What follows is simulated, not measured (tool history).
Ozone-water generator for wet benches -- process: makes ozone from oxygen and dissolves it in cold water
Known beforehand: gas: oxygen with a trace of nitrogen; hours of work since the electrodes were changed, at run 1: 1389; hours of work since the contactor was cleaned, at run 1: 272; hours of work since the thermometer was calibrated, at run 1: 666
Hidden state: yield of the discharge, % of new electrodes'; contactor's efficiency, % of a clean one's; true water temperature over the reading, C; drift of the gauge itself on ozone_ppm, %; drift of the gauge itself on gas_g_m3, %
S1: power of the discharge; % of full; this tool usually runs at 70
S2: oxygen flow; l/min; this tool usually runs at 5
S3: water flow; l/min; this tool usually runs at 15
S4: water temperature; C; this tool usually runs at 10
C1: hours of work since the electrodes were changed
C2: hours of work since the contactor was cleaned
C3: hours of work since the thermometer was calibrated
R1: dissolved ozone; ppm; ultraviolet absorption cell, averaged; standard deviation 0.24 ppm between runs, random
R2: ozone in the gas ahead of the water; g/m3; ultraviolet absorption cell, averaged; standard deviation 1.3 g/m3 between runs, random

run	hour	S1	S2	S3	S4	C1	C2	C3	R1	R2
1	0	70	5	15	10	1389	272	666	33.6	214.7
2	16.7	70	5	15	10	1403	286	680	33.8	213.3
3	37.1	70	5	15	10	1420	303	697	34	212.8
4	67	70	5	15	10	1444	328	721	33.4	213.6
5	102.3	70	5	15	10	1474	357	751	33.5	213.9
6	132	70	5	22	10	1498	381	775	25	213.3
7	160.3	70	5	19	10	1521	405	798	27.9	210.9
8	188.8	70	5	19	10	1545	428	822	28.1	211.6
9	205.8	70	5	19	10	1559	442	836	27.9	211.3
10	235.7	70	5	19	10	1584	467	861	27.9	211.1
11	258.8	70	5	19	10	1603	486	880	28.1	210.7
12	282.5	70	5	19	10	1622	506	899	27.4	211.2
13	305.8	70	5	19	10	1642	525	919	27.8	211.2
14	341.8	42	5	12	10	1671	555	948	27.5	149.6
15	363.2	42	5	12	10	1689	572	966	27.8	150.9
16	391.2	42	5	12	10	1712	595	989	27.2	148.7
17	411.6	72	3.99	19	13	1729	612	1006	25.7	234.3
18	427.4	72	3.99	19	13	1742	625	1019	25.5	232.3
# hour 431: water thermometer calibrated
19	449.6	51	4.15	11	5	1760	643	15	35.1	180.8
20	485.5	70	5	19	5	1790	673	45	29	210.1

Estimate the outcome of run 21 from the log above:
# hour 497.8: water thermometer calibrated, once more
21	505	92	7	23	11	1805	689	6	?	?

Run 21 produced R1 30 ppm, R2 220.4 g/m3.
Were there no unlogged condition in the tool, this run, its random variation unchanged, would have produced R1 34.1 ppm, R2 248.1 g/m3.
